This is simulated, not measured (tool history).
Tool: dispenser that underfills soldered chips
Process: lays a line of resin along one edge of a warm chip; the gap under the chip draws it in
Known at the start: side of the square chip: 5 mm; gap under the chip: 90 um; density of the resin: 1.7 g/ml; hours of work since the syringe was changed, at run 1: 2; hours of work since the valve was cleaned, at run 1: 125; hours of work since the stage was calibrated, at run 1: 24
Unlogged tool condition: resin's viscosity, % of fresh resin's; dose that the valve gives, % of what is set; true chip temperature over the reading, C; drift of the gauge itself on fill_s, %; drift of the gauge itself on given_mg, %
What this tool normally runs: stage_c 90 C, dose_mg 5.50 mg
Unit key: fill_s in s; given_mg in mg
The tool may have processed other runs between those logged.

run,hour,stage_c,dose_mg,hours of work since the syringe was changed,hours of work since the valve was cleaned,hours of work since the stage was calibrated,fill_s,given_mg
1,0.0,90,5.50,2,125,24,11.6,5.03
2,11.3,90,5.50,9,132,31,17.8,4.98
# hour 15.2: new syringe of resin
# hour 18.1: dispensing valve cleaned and set on the balance
3,19.2,90,5.50,2,1,35,11.0,5.49
4,24.3,90,5.50,5,4,38,13.3,5.44
5,32.7,90,5.50,10,9,43,17.9,5.47
# hour 35.3: new syringe of resin
6,42.7,90,5.50,5,15,49,12.7,5.42
# hour 54.7: new syringe of resin
7,55.2,90,5.50,0,22,57,10.4,5.32
8,60.5,90,5.50,4,26,60,11.9,5.43
9,70.3,90,5.72,10,32,66,17.7,5.55
# hour 74.4: new syringe of resin
10,78.0,90,7.10,2,36,71,10.9,6.94
11,85.1,90,7.10,7,41,75,14.7,6.92
12,91.4,90,5.50,10,44,79,19.0,5.30
# hour 94.1: new syringe of resin
13,100.8,90,5.50,4,50,84,13.3,5.37
14,110.5,89,4.84,10,56,90,20.9,4.70
# hour 113.5: new syringe of resin
15,118.7,94,6.07,3,61,95,10.1,5.91
16,124.0,95,6.39,6,64,98,12.3,6.12
# hour 133.5: new syringe of resin
17,133.6,97,7.17,0,70,104,8.0,6.85
18,140.1,92,5.86,4,74,108,12.4,5.52
19,146.9,82,5.67,8,78,112,23.4,5.43
# hour 153.4: new syringe of resin
20,159.3,99,5.02,4,85,120,9.7,4.72
21,167.0,99,5.02,8,90,124,12.9,4.70
# hour 173.2: new syringe of resin
22,178.6,99,5.02,3,97,131,9.4,4.60
23,186.4,91,5.38,8,102,136,16.9,4.95
# hour 192.4: new syringe of resin
24,195.7,76,5.12,2,107,142,20.2,4.65
25,205.7,87,6.12,8,113,148,18.9,5.64
# hour 211.7: new syringe of resin
26,217.7,87,6.12,4,121,155,14.4,5.72

5 ways to go on from here, each from the tool as it stands after run 26. What would each give?
A,226.8,90,6.34,9,126,161,?,?
B,226.8,90,6.52,9,126,161,?,?
C,226.8,87,5.27,9,126,161,?,?
D,226.8,104,6.35,9,126,161,?,?
E,226.8,90,5.11,9,126,161,?,?

run,fill_s,given_mg
A,17.4,5.77
B,17.8,5.97
C,20.4,4.80
D,11.4,5.79
E,19.0,4.72
With no hidden state in the tool, these same runs would have given:
run,fill_s,given_mg
A,9.1,6.31
B,9.6,6.52
C,10.6,5.24
D,6.3,6.33
E,10.1,5.16
